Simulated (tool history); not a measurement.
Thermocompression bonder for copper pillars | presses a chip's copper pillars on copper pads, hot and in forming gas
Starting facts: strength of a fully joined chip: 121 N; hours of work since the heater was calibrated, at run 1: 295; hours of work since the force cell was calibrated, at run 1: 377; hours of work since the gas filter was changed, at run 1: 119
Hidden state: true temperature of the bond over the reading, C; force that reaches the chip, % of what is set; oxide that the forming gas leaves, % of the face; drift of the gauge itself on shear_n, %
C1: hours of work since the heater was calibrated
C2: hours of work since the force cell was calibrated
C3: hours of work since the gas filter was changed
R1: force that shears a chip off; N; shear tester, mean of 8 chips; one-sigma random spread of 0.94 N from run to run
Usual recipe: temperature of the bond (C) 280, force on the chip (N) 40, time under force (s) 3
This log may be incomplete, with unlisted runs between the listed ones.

{"run": 1, "hour": 0.0, "temperature of the bond (C)": 280, "force on the chip (N)": 40, "time under force (s)": 3, "C1": 295, "C2": 377, "C3": 119, "R1": 76.2}
{"run": 2, "hour": 12.7, "temperature of the bond (C)": 280, "force on the chip (N)": 40, "time under force (s)": 2, "C1": 301, "C2": 383, "C3": 125, "R1": 69.4}
{"run": 3, "hour": 20.3, "temperature of the bond (C)": 280, "force on the chip (N)": 40, "time under force (s)": 3, "C1": 305, "C2": 387, "C3": 129, "R1": 75.6}
{"run": 4, "hour": 32.2, "temperature of the bond (C)": 258, "force on the chip (N)": 40, "time under force (s)": 3, "C1": 311, "C2": 393, "C3": 135, "R1": 64}
{"run": 5, "hour": 45.4, "temperature of the bond (C)": 258, "force on the chip (N)": 40, "time under force (s)": 3, "C1": 318, "C2": 400, "C3": 142, "R1": 63.6}
{"run": 6, "hour": 51.7, "temperature of the bond (C)": 258, "force on the chip (N)": 40, "time under force (s)": 3, "C1": 321, "C2": 403, "C3": 145, "R1": 63.6}
{"run": 7, "hour": 57.7, "temperature of the bond (C)": 258, "force on the chip (N)": 40, "time under force (s)": 3, "C1": 324, "C2": 406, "C3": 148, "R1": 62.9}
{"run": 8, "hour": 65.6, "temperature of the bond (C)": 280, "force on the chip (N)": 37, "time under force (s)": 3, "C1": 328, "C2": 410, "C3": 152, "R1": 73.6}
{"run": 9, "hour": 74.0, "temperature of the bond (C)": 272, "force on the chip (N)": 37, "time under force (s)": 3, "C1": 332, "C2": 414, "C3": 157, "R1": 67.6}
{"run": 10, "hour": 87.2, "temperature of the bond (C)": 280, "force on the chip (N)": 40, "time under force (s)": 3, "C1": 339, "C2": 421, "C3": 164, "R1": 74.4}
{"run": 11, "hour": 94.4, "temperature of the bond (C)": 280, "force on the chip (N)": 40, "time under force (s)": 3, "C1": 343, "C2": 425, "C3": 167, "R1": 76.3}
{"run": 12, "hour": 104.0, "temperature of the bond (C)": 280, "force on the chip (N)": 34, "time under force (s)": 3, "C1": 348, "C2": 430, "C3": 172, "R1": 69.4}
{"run": 13, "hour": 116.7, "temperature of the bond (C)": 280, "force on the chip (N)": 34, "time under force (s)": 3, "C1": 354, "C2": 436, "C3": 179, "R1": 69.9}
{"run": 14, "hour": 124.5, "temperature of the bond (C)": 280, "force on the chip (N)": 40, "time under force (s)": 2, "C1": 358, "C2": 440, "C3": 183, "R1": 67.1}
{"run": 15, "hour": 139.1, "temperature of the bond (C)": 280, "force on the chip (N)": 40, "time under force (s)": 2, "C1": 366, "C2": 448, "C3": 190, "R1": 67.9}
{"run": 16, "hour": 149.4, "temperature of the bond (C)": 280, "force on the chip (N)": 40, "time under force (s)": 2, "C1": 371, "C2": 453, "C3": 195, "R1": 64.9}
{"run": 17, "hour": 161.5, "temperature of the bond (C)": 280, "force on the chip (N)": 49, "time under force (s)": 3, "C1": 377, "C2": 459, "C3": 202, "R1": 79.4}
{"run": 18, "hour": 169.8, "temperature of the bond (C)": 280, "force on the chip (N)": 40, "time under force (s)": 3, "C1": 382, "C2": 464, "C3": 206, "R1": 74.2}
{"run": 19, "hour": 178.2, "temperature of the bond (C)": 280, "force on the chip (N)": 40, "time under force (s)": 3, "C1": 386, "C2": 468, "C3": 210, "R1": 73.6}
{"run": 20, "hour": 188.9, "temperature of the bond (C)": 280, "force on the chip (N)": 40, "time under force (s)": 3, "C1": 391, "C2": 473, "C3": 216, "R1": 73.6}
{"run": 21, "hour": 202.3, "temperature of the bond (C)": 253, "force on the chip (N)": 51, "time under force (s)": 9, "C1": 398, "C2": 480, "C3": 223, "R1": 88}
{"run": 22, "hour": 216.6, "temperature of the bond (C)": 262, "force on the chip (N)": 27, "time under force (s)": 9, "C1": 406, "C2": 488, "C3": 230, "R1": 75.9}
{"run": 23, "hour": 228.5, "temperature of the bond (C)": 262, "force on the chip (N)": 27, "time under force (s)": 9, "C1": 412, "C2": 494, "C3": 236, "R1": 75.3}
{"hour": 236.7, "done": "forming gas filter changed"}
{"run": 24, "hour": 237.7, "temperature of the bond (C)": 283, "force on the chip (N)": 26, "time under force (s)": 3, "C1": 416, "C2": 498, "C3": 1, "R1": 69}
{"run": 25, "hour": 252.3, "temperature of the bond (C)": 283, "force on the chip (N)": 26, "time under force (s)": 3, "C1": 424, "C2": 506, "C3": 8, "R1": 68}
{"run": 26, "hour": 261.2, "temperature of the bond (C)": 283, "force on the chip (N)": 26, "time under force (s)": 3, "C1": 428, "C2": 510, "C3": 13, "R1": 69.1}
{"run": 27, "hour": 276.0, "temperature of the bond (C)": 264, "force on the chip (N)": 38, "time under force (s)": 6, "C1": 436, "C2": 518, "C3": 20, "R1": 85.3}
{"run": 28, "hour": 288.6, "temperature of the bond (C)": 279, "force on the chip (N)": 40, "time under force (s)": 2, "C1": 442, "C2": 524, "C3": 27, "R1": 69.8}
{"run": 29, "hour": 300.8, "temperature of the bond (C)": 274, "force on the chip (N)": 47, "time under force (s)": 2, "C1": 448, "C2": 530, "C3": 33, "R1": 72.9}
{"run": 30, "hour": 311.3, "temperature of the bond (C)": 274, "force on the chip (N)": 47, "time under force (s)": 2, "C1": 454, "C2": 536, "C3": 38, "R1": 72}
{"run": 31, "hour": 320.0, "temperature of the bond (C)": 274, "force on the chip (N)": 54, "time under force (s)": 4, "C1": 458, "C2": 540, "C3": 43, "R1": 89.8}
{"run": 32, "hour": 327.8, "temperature of the bond (C)": 274, "force on the chip (N)": 54, "time under force (s)": 4, "C1": 462, "C2": 544, "C3": 47, "R1": 90.6}
{"run": 33, "hour": 336.8, "temperature of the bond (C)": 256, "force on the chip (N)": 60, "time under force (s)": 5, "C1": 467, "C2": 549, "C3": 51, "R1": 85.7}
{"run": 34, "hour": 347.5, "temperature of the bond (C)": 253, "force on the chip (N)": 43, "time under force (s)": 6, "C1": 472, "C2": 554, "C3": 57, "R1": 77.6}
{"run": 35, "hour": 353.6, "temperature of the bond (C)": 253, "force on the chip (N)": 43, "time under force (s)": 6, "C1": 476, "C2": 558, "C3": 60, "R1": 79.8}
{"run": 36, "hour": 362.1, "temperature of the bond (C)": 253, "force on the chip (N)": 43, "time under force (s)": 6, "C1": 480, "C2": 562, "C3": 64, "R1": 77.8}
{"run": 37, "hour": 368.8, "temperature of the bond (C)": 253, "force on the chip (N)": 32, "time under force (s)": 6, "C1": 483, "C2": 565, "C3": 68, "R1": 69}
{"run": 38, "hour": 381.3, "temperature of the bond (C)": 254, "force on the chip (N)": 39, "time under force (s)": 2, "C1": 490, "C2": 572, "C3": 74, "R1": 53.8}
{"run": 39, "hour": 390.1, "temperature of the bond (C)": 254, "force on the chip (N)": 38, "time under force (s)": 2, "C1": 494, "C2": 576, "C3": 79, "R1": 53.7}
{"run": 40, "hour": 398.2, "temperature of the bond (C)": 308, "force on the chip (N)": 30, "time under force (s)": 8, "C1": 498, "C2": 580, "C3": 83, "R1": 102.6}

Branching from run 40: 4 alternative next runs. What would each branch give?
{"run": "A", "hour": 410.9, "temperature of the bond (C)": 286, "force on the chip (N)": 30, "time under force (s)": 2, "C1": 505, "C2": 587, "C3": 89, "R1": "?"}
{"run": "B", "hour": 410.9, "temperature of the bond (C)": 288, "force on the chip (N)": 44, "time under force (s)": 3, "C1": 505, "C2": 587, "C3": 89, "R1": "?"}
{"run": "C", "hour": 410.9, "temperature of the bond (C)": 280, "force on the chip (N)": 27, "time under force (s)": 3, "C1": 505, "C2": 587, "C3": 89, "R1": "?"}
{"run": "D", "hour": 410.9, "temperature of the bond (C)": 280, "force on the chip (N)": 40, "time under force (s)": 2, "C1": 505, "C2": 587, "C3": 89, "R1": "?"}

run=A R1=62.9
run=B R1=83.9
run=C R1=64.5
run=D R1=67.5
Stripped of hidden state, with their random variation kept, the same runs would have yielded:
run=A R1=65.7
run=B R1=87.3
run=C R1=67.3
run=D R1=70.4
